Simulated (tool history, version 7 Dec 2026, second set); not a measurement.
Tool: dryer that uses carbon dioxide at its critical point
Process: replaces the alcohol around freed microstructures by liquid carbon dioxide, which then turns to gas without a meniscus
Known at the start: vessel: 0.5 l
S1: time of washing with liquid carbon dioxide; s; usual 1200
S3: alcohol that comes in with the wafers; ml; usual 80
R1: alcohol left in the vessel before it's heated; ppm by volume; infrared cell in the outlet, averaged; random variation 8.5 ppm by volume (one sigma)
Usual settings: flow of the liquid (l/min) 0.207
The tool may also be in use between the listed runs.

run 1 hour=0.0 | S1=1200 flow_of_the_liquid_(l/min)=0.207 S3=80 | R1=609
run 2 hour=22.3 | S1=1200 flow_of_the_liquid_(l/min)=0.207 S3=80 | R1=609
run 3 hour=36.8 | S1=1200 flow_of_the_liquid_(l/min)=0.207 S3=80 | R1=651
run 4 hour=46.8 | S1=1200 flow_of_the_liquid_(l/min)=0.207 S3=80 | R1=601
run 5 hour=57.8 | S1=1200 flow_of_the_liquid_(l/min)=0.207 S3=80 | R1=631
run 6 hour=71.1 | S1=1200 flow_of_the_liquid_(l/min)=0.207 S3=80 | R1=637
run 7 hour=87.6 | S1=1200 flow_of_the_liquid_(l/min)=0.207 S3=80 | R1=674
run 8 hour=99.7 | S1=1200 flow_of_the_liquid_(l/min)=0.207 S3=80 | R1=667
run 9 hour=116.2 | S1=1200 flow_of_the_liquid_(l/min)=0.207 S3=80 | R1=692
run 10 hour=138.1 | S1=1200 flow_of_the_liquid_(l/min)=0.207 S3=38 | R1=381
run 11 hour=159.9 | S1=1200 flow_of_the_liquid_(l/min)=0.207 S3=38 | R1=394
run 12 hour=174.1 | S1=1200 flow_of_the_liquid_(l/min)=0.207 S3=80 | R1=729
run 13 hour=194.5 | S1=1200 flow_of_the_liquid_(l/min)=0.202 S3=80 | R1=824
run 14 hour=206.7 | S1=1200 flow_of_the_liquid_(l/min)=0.202 S3=80 | R1=845
run 15 hour=220.4 | S1=1200 flow_of_the_liquid_(l/min)=0.202 S3=80 | R1=861
run 16 hour=232.2 | S1=1200 flow_of_the_liquid_(l/min)=0.207 S3=80 | R1=767
run 17 hour=245.2 | S1=1200 flow_of_the_liquid_(l/min)=0.207 S3=80 | R1=797
run 18 hour=256.4 | S1=1200 flow_of_the_liquid_(l/min)=0.207 S3=80 | R1=762
run 19 hour=269.2 | S1=1200 flow_of_the_liquid_(l/min)=0.207 S3=80 | R1=814
-- hour=277.4 inlet filter changed
run 20 hour=284.5 | S1=1200 flow_of_the_liquid_(l/min)=0.207 S3=80 | R1=623
run 21 hour=302.7 | S1=1200 flow_of_the_liquid_(l/min)=0.207 S3=80 | R1=633
run 22 hour=318.2 | S1=1200 flow_of_the_liquid_(l/min)=0.207 S3=80 | R1=648
run 23 hour=335.2 | S1=1200 flow_of_the_liquid_(l/min)=0.207 S3=91 | R1=727
run 24 hour=347.9 | S1=720 flow_of_the_liquid_(l/min)=0.207 S3=43 | R1=2855
run 25 hour=357.3 | S1=720 flow_of_the_liquid_(l/min)=0.207 S3=43 | R1=2915
run 26 hour=369.7 | S1=720 flow_of_the_liquid_(l/min)=0.207 S3=79 | R1=5186
run 27 hour=391.3 | S1=1200 flow_of_the_liquid_(l/min)=0.263 S3=98 | R1=311
run 28 hour=403.1 | S1=1320 flow_of_the_liquid_(l/min)=0.206 S3=33 | R1=279
run 29 hour=416.8 | S1=1320 flow_of_the_liquid_(l/min)=0.206 S3=33 | R1=293
run 30 hour=431.6 | S1=720 flow_of_the_liquid_(l/min)=0.206 S3=57 | R1=3964
run 31 hour=452.8 | S1=720 flow_of_the_liquid_(l/min)=0.206 S3=57 | R1=4011
run 32 hour=468.9 | S1=1140 flow_of_the_liquid_(l/min)=0.207 S3=80 | R1=930
run 33 hour=484.2 | S1=1140 flow_of_the_liquid_(l/min)=0.207 S3=80 | R1=943
run 34 hour=493.7 | S1=1200 flow_of_the_liquid_(l/min)=0.180 S3=113 | R1=1878
run 35 hour=504.5 | S1=780 flow_of_the_liquid_(l/min)=0.172 S3=58 | R1=5889
run 36 hour=525.2 | S1=780 flow_of_the_liquid_(l/min)=0.172 S3=58 | R1=5808
run 37 hour=540.6 | S1=780 flow_of_the_liquid_(l/min)=0.172 S3=58 | R1=5855
run 38 hour=561.4 | S1=780 flow_of_the_liquid_(l/min)=0.172 S3=58 | R1=5947
run 39 hour=575.2 | S1=780 flow_of_the_liquid_(l/min)=0.172 S3=58 | R1=5763
run 40 hour=587.2 | S1=1620 flow_of_the_liquid_(l/min)=0.207 S3=27 | R1=212
run 41 hour=598.6 | S1=1500 flow_of_the_liquid_(l/min)=0.135 S3=120 | R1=2681
run 42 hour=615.9 | S1=1500 flow_of_the_liquid_(l/min)=0.135 S3=120 | R1=2740
run 43 hour=627.5 | S1=1920 flow_of_the_liquid_(l/min)=0.137 S3=58 | R1=516
run 44 hour=646.5 | S1=1920 flow_of_the_liquid_(l/min)=0.137 S3=58 | R1=505
-- hour=650.6 inlet filter changed
run 45 hour=657.9 | S1=1920 flow_of_the_liquid_(l/min)=0.137 S3=58 | R1=423
run 46 hour=674.4 | S1=1800 flow_of_the_liquid_(l/min)=0.200 S3=39 | R1=217

Forecast each of these 3 alternatives for the next run:
run A hour=696.1 | S1=1020 flow_of_the_liquid_(l/min)=0.200 S3=41 | R1=?
run B hour=696.1 | S1=1380 flow_of_the_liquid_(l/min)=0.182 S3=39 | R1=?
run C hour=696.1 | S1=1200 flow_of_the_liquid_(l/min)=0.205 S3=24 | R1=?

run=A R1=902
run=B R1=413
run=C R1=358
Without the tool's hidden state the same runs would have given:
run=A R1=666
run=B R1=204
run=C R1=154
